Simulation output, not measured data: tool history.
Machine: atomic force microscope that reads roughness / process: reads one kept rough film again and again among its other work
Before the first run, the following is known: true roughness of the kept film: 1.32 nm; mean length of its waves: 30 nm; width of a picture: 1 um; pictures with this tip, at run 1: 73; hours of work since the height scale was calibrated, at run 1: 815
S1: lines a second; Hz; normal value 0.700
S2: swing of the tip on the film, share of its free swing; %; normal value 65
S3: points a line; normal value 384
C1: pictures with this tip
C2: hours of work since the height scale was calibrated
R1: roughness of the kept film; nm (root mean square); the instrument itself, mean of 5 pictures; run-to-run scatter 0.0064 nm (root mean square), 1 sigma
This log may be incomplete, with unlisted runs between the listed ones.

run 1 day=0.000 | S1=0.700 S2=65 S3=384 | C1=73 C2=815 | R1=1.195
run 2 day=2.504 | S1=0.700 S2=65 S3=384 | C1=199 C2=859 | R1=1.125
-- day=2.758 new tip fitted
run 3 day=4.138 | S1=0.700 S2=58 S3=384 | C1=70 C2=888 | R1=1.216
run 4 day=5.804 | S1=0.700 S2=58 S3=384 | C1=153 C2=918 | R1=1.176
-- day=7.042 new tip fitted
run 5 day=7.133 | S1=0.700 S2=58 S3=384 | C1=5 C2=941 | R1=1.257
run 6 day=8.883 | S1=0.700 S2=65 S3=384 | C1=93 C2=973 | R1=1.200
run 7 day=10.679 | S1=0.700 S2=65 S3=384 | C1=183 C2=1005 | R1=1.142
-- day=11.433 new tip fitted
run 8 day=11.838 | S1=0.700 S2=79 S3=384 | C1=21 C2=1025 | R1=1.214
run 9 day=13.921 | S1=0.700 S2=79 S3=384 | C1=125 C2=1062 | R1=1.156
-- day=15.625 new tip fitted
run 10 day=15.625 | S1=0.700 S2=79 S3=384 | C1=0 C2=1092 | R1=1.236
run 11 day=18.042 | S1=0.700 S2=58 S3=384 | C1=121 C2=1136 | R1=1.186
-- day=19.925 new tip fitted
run 12 day=20.675 | S1=0.700 S2=65 S3=389 | C1=38 C2=1182 | R1=1.233
run 13 day=22.862 | S1=0.700 S2=65 S3=389 | C1=148 C2=1221 | R1=1.175
-- day=24.204 new tip fitted
run 14 day=24.425 | S1=0.700 S2=65 S3=384 | C1=11 C2=1249 | R1=1.242
run 15 day=26.683 | S1=0.700 S2=65 S3=384 | C1=124 C2=1289 | R1=1.177
run 16 day=28.058 | S1=0.700 S2=65 S3=391 | C1=193 C2=1314 | R1=1.149
-- day=28.462 new tip fitted
run 17 day=29.558 | S1=0.700 S2=65 S3=384 | C1=55 C2=1340 | R1=1.216
run 18 day=31.750 | S1=0.700 S2=65 S3=384 | C1=165 C2=1380 | R1=1.155
-- day=32.742 new tip fitted
run 19 day=33.592 | S1=0.846 S2=65 S3=384 | C1=43 C2=1412 | R1=1.223
run 20 day=35.933 | S1=1.969 S2=65 S3=384 | C1=160 C2=1454 | R1=1.136
-- day=37.029 new tip fitted
run 21 day=38.262 | S1=1.969 S2=65 S3=384 | C1=62 C2=1495 | R1=1.173
run 22 day=39.567 | S1=1.969 S2=65 S3=384 | C1=128 C2=1518 | R1=1.152
-- day=41.350 new tip fitted
run 23 day=42.121 | S1=1.969 S2=65 S3=384 | C1=39 C2=1564 | R1=1.201
run 24 day=44.392 | S1=1.969 S2=65 S3=384 | C1=153 C2=1604 | R1=1.139
-- day=45.571 new tip fitted
run 25 day=46.642 | S1=2.679 S2=65 S3=380 | C1=53 C2=1644 | R1=1.179
run 26 day=48.258 | S1=2.679 S2=60 S3=637 | C1=135 C2=1673 | R1=1.148
-- day=49.921 new tip fitted
run 27 day=50.800 | S1=2.679 S2=60 S3=637 | C1=44 C2=1718 | R1=1.196
run 28 day=52.600 | S1=2.919 S2=75 S3=609 | C1=134 C2=1750 | R1=1.115
-- day=54.108 new tip fitted
run 29 day=54.188 | S1=1.482 S2=75 S3=300 | C1=4 C2=1778 | R1=1.212
run 30 day=56.571 | S1=1.482 S2=75 S3=300 | C1=124 C2=1821 | R1=1.134
-- day=58.350 new tip fitted
run 31 day=58.825 | S1=2.727 S2=57 S3=465 | C1=24 C2=1861 | R1=1.220
run 32 day=61.283 | S1=2.727 S2=57 S3=465 | C1=147 C2=1905 | R1=1.156
-- day=62.579 new tip fitted
run 33 day=62.579 | S1=2.727 S2=57 S3=465 | C1=0 C2=1928 | R1=1.231
run 34 day=64.662 | S1=1.144 S2=67 S3=360 | C1=104 C2=1965 | R1=1.163
run 35 day=66.658 | S1=2.136 S2=67 S3=360 | C1=204 C2=2000 | R1=1.104
-- day=66.817 new tip fitted
run 36 day=68.025 | S1=2.136 S2=67 S3=360 | C1=61 C2=2025 | R1=1.163
run 37 day=70.125 | S1=0.700 S2=64 S3=384 | C1=167 C2=2062 | R1=1.134
-- day=71.054 new tip fitted
run 38 day=72.617 | S1=0.624 S2=77 S3=709 | C1=78 C2=2106 | R1=1.201
run 39 day=73.912 | S1=0.624 S2=77 S3=709 | C1=143 C2=2129 | R1=1.167
-- day=75.275 new tip fitted
run 40 day=75.500 | S1=0.603 S2=65 S3=384 | C1=11 C2=2157 | R1=1.226
run 41 day=77.442 | S1=0.603 S2=65 S3=384 | C1=108 C2=2192 | R1=1.174
run 42 day=79.400 | S1=1.887 S2=73 S3=323 | C1=207 C2=2227 | R1=1.095
-- day=79.550 new tip fitted
run 43 day=81.412 | S1=1.806 S2=73 S3=921 | C1=94 C2=2263 | R1=1.157
-- day=83.796 new tip fitted
run 44 day=83.796 | S1=0.859 S2=70 S3=282 | C1=0 C2=2305 | R1=1.212
run 45 day=85.983 | S1=1.763 S2=65 S3=385 | C1=110 C2=2344 | R1=1.157
run 46 day=87.708 | S1=1.763 S2=66 S3=532 | C1=196 C2=2375 | R1=1.107
-- day=88.042 new tip fitted
run 47 day=89.558 | S1=1.763 S2=66 S3=532 | C1=76 C2=2408 | R1=1.167

Describe how what the log doesn't record of the tool's condition differs between the last listed run preceding each entry between runs and the first listed run following it.
From run 2 to run 3: new tip fitted (day 2.758)
  radius of the tip, nm: 23.9 -> 11.1; height scale over the true one, %: -0.76 -> -0.78
  what was measured, less what the result would be without the hidden state, R1: -0.129 -> -0.052 nm (root mean square)
From run 4 to run 5: new tip fitted (day 7.042)
  radius of the tip, nm: 17.7 -> 5.4; height scale over the true one, %: -0.81 -> -0.83
  what was measured, less what the result would be without the hidden state, R1: -0.095 -> -0.014 nm (root mean square)
From run 7 to run 8: new tip fitted (day 11.433)
  radius of the tip, nm: 21.2 -> 7.8; height scale over the true one, %: -0.89 -> -0.91
  what was measured, less what the result would be without the hidden state, R1: -0.115 -> -0.030 nm (root mean square)
From run 9 to run 10: new tip fitted (day 15.625)
  radius of the tip, nm: 16.7 -> 5.2; height scale over the true one, %: -0.95 -> -0.98
  what was measured, less what the result would be without the hidden state, R1: -0.088 -> -0.014 nm (root mean square)
From run 11 to run 12: new tip fitted (day 19.925)
  radius of the tip, nm: 15.3 -> 8.5; height scale over the true one, %: -1.01 -> -1.06
  what was measured, less what the result would be without the hidden state, R1: -0.082 -> -0.038 nm (root mean square)
From run 13 to run 14: new tip fitted (day 24.204)
  radius of the tip, nm: 16.9 -> 6.2; height scale over the true one, %: -1.09 -> -1.12
  what was measured, less what the result would be without the hidden state, R1: -0.092 -> -0.023 nm (root mean square)
From run 16 to run 17: new tip fitted (day 28.462)
  radius of the tip, nm: 21.6 -> 9.4; height scale over the true one, %: -1.18 -> -1.21
  what was measured, less what the result would be without the hidden state, R1: -0.122 -> -0.045 nm (root mean square)
From run 18 to run 19: new tip fitted (day 32.742)
  radius of the tip, nm: 18.9 -> 8.8; height scale over the true one, %: -1.24 -> -1.27
  what was measured, less what the result would be without the hidden state, R1: -0.106 -> -0.042 nm (root mean square)
From run 20 to run 21: new tip fitted (day 37.029)
  radius of the tip, nm: 19.4 -> 10.5; height scale over the true one, %: -1.31 -> -1.35
  what was measured, less what the result would be without the hidden state, R1: -0.108 -> -0.054 nm (root mean square)
From run 22 to run 23: new tip fitted (day 41.350)
  radius of the tip, nm: 16.3 -> 8.5; height scale over the true one, %: -1.37 -> -1.42
  what was measured, less what the result would be without the hidden state, R1: -0.090 -> -0.042 nm (root mean square)
From run 24 to run 25: new tip fitted (day 45.571)
  radius of the tip, nm: 18.8 -> 9.8; height scale over the true one, %: -1.45 -> -1.49
  what was measured, less what the result would be without the hidden state, R1: -0.107 -> -0.051 nm (root mean square)
From run 26 to run 27: new tip fitted (day 49.921)
  radius of the tip, nm: 17.3 -> 9.3; height scale over the true one, %: -1.52 -> -1.56
  what was measured, less what the result would be without the hidden state, R1: -0.098 -> -0.048 nm (root mean square)
From run 28 to run 29: new tip fitted (day 54.108)
  radius of the tip, nm: 16.3 -> 6; height scale over the true one, %: -1.59 -> -1.62
  what was measured, less what the result would be without the hidden state, R1: -0.090 -> -0.027 nm (root mean square)
From run 30 to run 31: new tip fitted (day 58.350)
  radius of the tip, nm: 15.3 -> 7.3; height scale over the true one, %: -1.65 -> -1.69
  what was measured, less what the result would be without the hidden state, R1: -0.087 -> -0.037 nm (root mean square)
From run 32 to run 33: new tip fitted (day 62.579)
  radius of the tip, nm: 17.2 -> 5.1; height scale over the true one, %: -1.73 -> -1.75
  what was measured, less what the result would be without the hidden state, R1: -0.100 -> -0.022 nm (root mean square)
From run 35 to run 36: new tip fitted (day 66.817)
  radius of the tip, nm: 23.1 -> 11; height scale over the true one, %: -1.82 -> -1.84
  what was measured, less what the result would be without the hidden state, R1: -0.134 -> -0.061 nm (root mean square)
From run 37 to run 38: new tip fitted (day 71.054)
  radius of the tip, nm: 20.8 -> 11.2; height scale over the true one, %: -1.87 -> -1.91
  what was measured, less what the result would be without the hidden state, R1: -0.124 -> -0.066 nm (root mean square)
From run 39 to run 40: new tip fitted (day 75.275)
  radius of the tip, nm: 16.9 -> 6.1; height scale over the true one, %: -1.94 -> -1.96
  what was measured, less what the result would be without the hidden state, R1: -0.102 -> -0.033 nm (root mean square)
From run 42 to run 43: new tip fitted (day 79.550)
  radius of the tip, nm: 22.2 -> 13.7; height scale over the true one, %: -2.02 -> -2.05
  what was measured, less what the result would be without the hidden state, R1: -0.131 -> -0.082 nm (root mean square)
From run 43 to run 44: new tip fitted (day 83.796)
  radius of the tip, nm: 13.7 -> 5.2; height scale over the true one, %: -2.05 -> -2.09
  what was measured, less what the result would be without the hidden state, R1: -0.082 -> -0.027 nm (root mean square)
From run 46 to run 47: new tip fitted (day 88.042)
  radius of the tip, nm: 21.7 -> 12.1; height scale over the true one, %: -2.15 -> -2.18
  what was measured, less what the result would be without the hidden state, R1: -0.132 -> -0.074 nm (root mean square)
